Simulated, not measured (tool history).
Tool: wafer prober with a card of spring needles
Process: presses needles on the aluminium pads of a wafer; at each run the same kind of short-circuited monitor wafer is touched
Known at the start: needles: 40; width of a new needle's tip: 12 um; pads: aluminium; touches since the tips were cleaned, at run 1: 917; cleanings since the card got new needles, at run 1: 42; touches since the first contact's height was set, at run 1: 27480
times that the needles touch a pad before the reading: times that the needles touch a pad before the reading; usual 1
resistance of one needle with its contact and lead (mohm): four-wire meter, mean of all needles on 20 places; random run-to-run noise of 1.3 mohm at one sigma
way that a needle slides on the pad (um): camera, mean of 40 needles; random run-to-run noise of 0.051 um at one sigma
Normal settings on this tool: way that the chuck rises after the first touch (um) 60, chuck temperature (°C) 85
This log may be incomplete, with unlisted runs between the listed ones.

run	day	way that the chuck rises after the first touch (um)	chuck temperature (°C)	times that the needles touch a pad before the reading	touches since the tips were cleaned	cleanings since the card got new needles	touches since the first contact's height was set	resistance of one needle with its contact and lead (mohm)	way that a needle slides on the pad (um)
1	0	60	85	1	917	42	27480	110	14.51
# day 0.371: tips cleaned on abrasive film
# day 0.838: tips cleaned on abrasive film
# day 1.333: tips cleaned on abrasive film
2	1.367	60	85	1	383	45	43184	112	14.48
# day 1.808: tips cleaned on abrasive film
3	2	60	85	1	2179	46	50487	121	14.37
# day 2.354: tips cleaned on abrasive film
# day 2.85: tips cleaned on abrasive film
4	2.992	60	85	1	1654	48	61933	117	14.42
# day 3.358: tips cleaned on abrasive film
# day 3.854: tips cleaned on abrasive film
# day 3.967: height of the first contact set anew
5	3.967	60	85	3	1172	50	0	111	14.65
# day 4.35: tips cleaned on abrasive film
# day 4.792: tips cleaned on abrasive film
6	5.142	60	85	3	4056	52	13543	112	14.65
# day 5.317: tips cleaned on abrasive film
# day 5.838: tips cleaned on abrasive film
7	6.2	60	85	3	4206	54	25730	114	14.48
# day 6.312: tips cleaned on abrasive film
# day 6.754: tips cleaned on abrasive film
8	6.758	72	85	1	40	56	32127	107	17.32
# day 7.225: tips cleaned on abrasive film
9	7.412	60	85	1	2171	57	39692	119	14.51
# day 7.717: tips cleaned on abrasive film
# day 8.033: tips cleaned on abrasive film, once more
10	8.05	69	41	1	154	59	46961	104	16.53
# day 8.479: tips cleaned on abrasive film
11	8.712	63	85	2	2694	60	54623	116	15.1
# day 8.958: tips cleaned on abrasive film
# day 9.421: tips cleaned on abrasive film
# day 9.883: tips cleaned on abrasive film
12	10.033	58	85	1	1752	63	69835	121	13.78
# day 10.262: height of the first contact set anew
# day 10.438: tips cleaned on abrasive film
# day 10.883: tips cleaned on abrasive film
13	10.883	77	85	2	0	65	7116	106	18.68
# day 11.417: tips cleaned on abrasive film
# day 11.896: tips cleaned on abrasive film
14	12.238	77	85	2	3960	67	22743	113	18.48
# day 12.388: tips cleaned on abrasive film
# day 12.833: tips cleaned on abrasive film
# day 13.333: tips cleaned on abrasive film
15	13.558	57	85	1	2589	70	37918	126	13.71
# day 13.825: tips cleaned on abrasive film
# day 14.325: tips cleaned on abrasive film
16	14.688	57	85	1	4253	72	50964	127	13.64

Run 17 is up next; what results do you expect?
# day 14.8: tips cleaned on abrasive film
# day 15.242: tips cleaned on abrasive film
17	15.617	74	85	1	4329	74	61625	?	?

Logged for run 17: resistance of one needle with its contact and lead (mohm) 116, way that a needle slides on the pad (um) 17.77.
Were there no unlogged condition in the tool, this run, its random variation unchanged, would have produced resistance of one needle with its contact and lead (mohm) 104, way that a needle slides on the pad (um) 18.05.
